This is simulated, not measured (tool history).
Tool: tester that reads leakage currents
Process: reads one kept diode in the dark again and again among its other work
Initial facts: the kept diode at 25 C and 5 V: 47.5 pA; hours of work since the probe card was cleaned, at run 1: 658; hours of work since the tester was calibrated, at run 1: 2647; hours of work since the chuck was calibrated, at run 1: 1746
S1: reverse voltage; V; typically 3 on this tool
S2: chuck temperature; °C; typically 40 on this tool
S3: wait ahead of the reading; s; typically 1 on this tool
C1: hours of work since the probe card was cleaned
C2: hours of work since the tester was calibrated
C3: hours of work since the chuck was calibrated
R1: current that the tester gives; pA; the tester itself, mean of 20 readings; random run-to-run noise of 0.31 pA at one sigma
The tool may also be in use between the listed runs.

run 1 hour=0 | S1=3 S2=40 S3=1 | C1=658 C2=2647 C3=1746 | R1=108.41
run 2 hour=72.7 | S1=3 S2=40 S3=1 | C1=711 C2=2700 C3=1799 | R1=107.63
run 3 hour=131.6 | S1=3 S2=40 S3=1 | C1=754 C2=2744 C3=1843 | R1=108.43
run 4 hour=235.3 | S1=1.24 S2=40 S3=1 | C1=830 C2=2819 C3=1918 | R1=66.74
run 5 hour=325.5 | S1=1.24 S2=40 S3=1 | C1=896 C2=2885 C3=1984 | R1=67.59
run 6 hour=442.2 | S1=1.24 S2=40 S3=1 | C1=981 C2=2970 C3=2069 | R1=67.1
run 7 hour=492.3 | S1=1.24 S2=40 S3=1 | C1=1018 C2=3007 C3=2106 | R1=67.31
run 8 hour=599.3 | S1=3 S2=40 S3=1.14 | C1=1096 C2=3085 C3=2184 | R1=109.6
run 9 hour=692.2 | S1=3 S2=40 S3=1.14 | C1=1164 C2=3153 C3=2252 | R1=109.84
run 10 hour=752.1 | S1=3 S2=28 S3=1.14 | C1=1208 C2=3197 C3=2296 | R1=49.76
run 11 hour=819.8 | S1=16.29 S2=40 S3=0.42 | C1=1257 C2=3246 C3=2345 | R1=282.7
run 12 hour=927.2 | S1=2.82 S2=40 S3=3.32 | C1=1336 C2=3325 C3=2424 | R1=105.73
-- hour=964.1 chuck's temperature calibrated
run 13 hour=1031.5 | S1=2.82 S2=40 S3=3.32 | C1=1410 C2=3399 C3=49 | R1=109.12
run 14 hour=1089.5 | S1=3 S2=40 S3=0.32 | C1=1453 C2=3442 C3=92 | R1=113.01
run 15 hour=1172.4 | S1=3 S2=40 S3=0.32 | C1=1513 C2=3502 C3=152 | R1=113.94

Forecast run 16:
run 16 hour=1283.9 | S1=15.51 S2=24 S3=5.75 | C1=1595 C2=3584 C3=234 | R1=?

R1: 100.35 pA
Without the tool's hidden state the same run would have given R1 81.27 pA.
